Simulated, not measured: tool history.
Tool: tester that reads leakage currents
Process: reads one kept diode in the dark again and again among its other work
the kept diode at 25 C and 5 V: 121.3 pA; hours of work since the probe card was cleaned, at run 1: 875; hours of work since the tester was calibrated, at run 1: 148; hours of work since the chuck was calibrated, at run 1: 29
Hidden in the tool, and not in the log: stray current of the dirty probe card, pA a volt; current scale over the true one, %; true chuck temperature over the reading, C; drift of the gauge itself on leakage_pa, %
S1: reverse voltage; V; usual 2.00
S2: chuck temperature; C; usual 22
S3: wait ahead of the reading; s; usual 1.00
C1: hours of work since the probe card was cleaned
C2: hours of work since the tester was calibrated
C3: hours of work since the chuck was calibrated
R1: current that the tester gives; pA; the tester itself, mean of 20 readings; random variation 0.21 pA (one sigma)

run 1 hour=0.0 | S1=2.00 S2=22 S3=1.00 | C1=875 C2=148 C3=29 | R1=71.80
run 2 hour=32.3 | S1=2.00 S2=22 S3=1.00 | C1=900 C2=173 C3=54 | R1=71.55
run 3 hour=61.1 | S1=2.00 S2=22 S3=1.00 | C1=922 C2=195 C3=76 | R1=71.82
run 4 hour=100.1 | S1=2.00 S2=22 S3=1.00 | C1=952 C2=226 C3=107 | R1=71.59
run 5 hour=133.8 | S1=2.00 S2=22 S3=1.00 | C1=979 C2=252 C3=133 | R1=71.51
run 6 hour=186.7 | S1=2.00 S2=22 S3=1.00 | C1=1020 C2=293 C3=174 | R1=71.75
run 7 hour=238.5 | S1=2.00 S2=38 S3=1.00 | C1=1060 C2=333 C3=214 | R1=215.41
run 8 hour=274.7 | S1=16.25 S2=22 S3=1.00 | C1=1088 C2=361 C3=243 | R1=188.45
run 9 hour=310.9 | S1=2.00 S2=22 S3=1.00 | C1=1116 C2=390 C3=271 | R1=71.46
run 10 hour=343.4 | S1=4.71 S2=22 S3=1.00 | C1=1142 C2=415 C3=296 | R1=104.71
run 11 hour=369.6 | S1=2.00 S2=22 S3=1.16 | C1=1162 C2=435 C3=316 | R1=71.49
run 12 hour=402.4 | S1=2.00 S2=22 S3=1.00 | C1=1188 C2=461 C3=342 | R1=71.95
run 13 hour=455.9 | S1=2.00 S2=22 S3=1.00 | C1=1229 C2=502 C3=384 | R1=72.22
run 14 hour=496.2 | S1=2.00 S2=42 S3=1.00 | C1=1261 C2=534 C3=415 | R1=281.13
run 15 hour=550.0 | S1=2.00 S2=42 S3=1.00 | C1=1302 C2=576 C3=457 | R1=279.64
run 16 hour=594.7 | S1=2.00 S2=42 S3=1.00 | C1=1337 C2=610 C3=492 | R1=280.49
run 17 hour=644.6 | S1=2.00 S2=22 S3=1.00 | C1=1376 C2=649 C3=530 | R1=72.08
-- hour=650.9 probe card cleaned and baked
run 18 hour=692.7 | S1=2.00 S2=22 S3=1.00 | C1=33 C2=684 C3=565 | R1=67.12
run 19 hour=731.3 | S1=2.00 S2=22 S3=1.00 | C1=63 C2=714 C3=596 | R1=67.06
run 20 hour=763.2 | S1=2.00 S2=22 S3=1.00 | C1=87 C2=739 C3=620 | R1=66.81
run 21 hour=819.4 | S1=2.00 S2=22 S3=1.00 | C1=131 C2=783 C3=664 | R1=67.13
run 22 hour=876.5 | S1=2.00 S2=22 S3=1.00 | C1=176 C2=827 C3=708 | R1=66.96
run 23 hour=908.5 | S1=3.13 S2=44 S3=1.25 | C1=200 C2=852 C3=733 | R1=371.36
run 24 hour=942.2 | S1=4.53 S2=22 S3=0.62 | C1=227 C2=878 C3=760 | R1=93.61
run 25 hour=997.3 | S1=5.85 S2=22 S3=1.00 | C1=269 C2=921 C3=802 | R1=104.05
run 26 hour=1044.8 | S1=14.39 S2=37 S3=0.86 | C1=306 C2=958 C3=839 | R1=429.77
run 27 hour=1084.3 | S1=14.39 S2=32 S3=1.44 | C1=337 C2=989 C3=870 | R1=304.16
run 28 hour=1124.0 | S1=14.39 S2=32 S3=1.44 | C1=368 C2=1020 C3=901 | R1=303.10
run 29 hour=1176.8 | S1=7.01 S2=22 S3=1.02 | C1=409 C2=1061 C3=942 | R1=112.35
run 30 hour=1220.6 | S1=2.00 S2=22 S3=0.34 | C1=443 C2=1095 C3=976 | R1=68.16
run 31 hour=1245.5 | S1=16.26 S2=20 S3=0.44 | C1=463 C2=1114 C3=996 | R1=146.55
run 32 hour=1296.6 | S1=5.52 S2=37 S3=0.55 | C1=502 C2=1154 C3=1035 | R1=291.57
run 33 hour=1349.2 | S1=5.52 S2=37 S3=0.55 | C1=543 C2=1195 C3=1076 | R1=291.58
run 34 hour=1389.1 | S1=4.10 S2=28 S3=0.32 | C1=574 C2=1226 C3=1107 | R1=140.45
run 35 hour=1445.0 | S1=2.00 S2=36 S3=0.55 | C1=618 C2=1269 C3=1151 | R1=179.85
run 36 hour=1487.3 | S1=15.32 S2=24 S3=9.09 | C1=651 C2=1302 C3=1184 | R1=183.15
run 37 hour=1533.2 | S1=2.29 S2=22 S3=7.27 | C1=686 C2=1338 C3=1219 | R1=71.00
run 38 hour=1573.4 | S1=2.04 S2=32 S3=7.27 | C1=718 C2=1369 C3=1251 | R1=138.18
run 39 hour=1599.2 | S1=14.55 S2=25 S3=2.59 | C1=738 C2=1389 C3=1271 | R1=194.11
run 40 hour=1649.6 | S1=14.55 S2=25 S3=2.59 | C1=777 C2=1429 C3=1310 | R1=194.67
run 41 hour=1688.5 | S1=14.55 S2=25 S3=2.59 | C1=807 C2=1459 C3=1340 | R1=195.65

3 ways to go on from here, each from the tool as it stands after run 41. What would each give?
run A hour=1738.6 | S1=1.21 S2=21 S3=3.25 | C1=846 C2=1498 C3=1379 | R1=?
run B hour=1738.6 | S1=11.87 S2=47 S3=0.49 | C1=846 C2=1498 C3=1379 | R1=?
run C hour=1738.6 | S1=2.00 S2=22 S3=2.41 | C1=846 C2=1498 C3=1379 | R1=?

run=A R1=50.75
run=B R1=761.17
run=C R1=66.60
Without the tool's hidden state the same runs would have given:
run=A R1=51.98
run=B R1=781.23
run=C R1=67.57

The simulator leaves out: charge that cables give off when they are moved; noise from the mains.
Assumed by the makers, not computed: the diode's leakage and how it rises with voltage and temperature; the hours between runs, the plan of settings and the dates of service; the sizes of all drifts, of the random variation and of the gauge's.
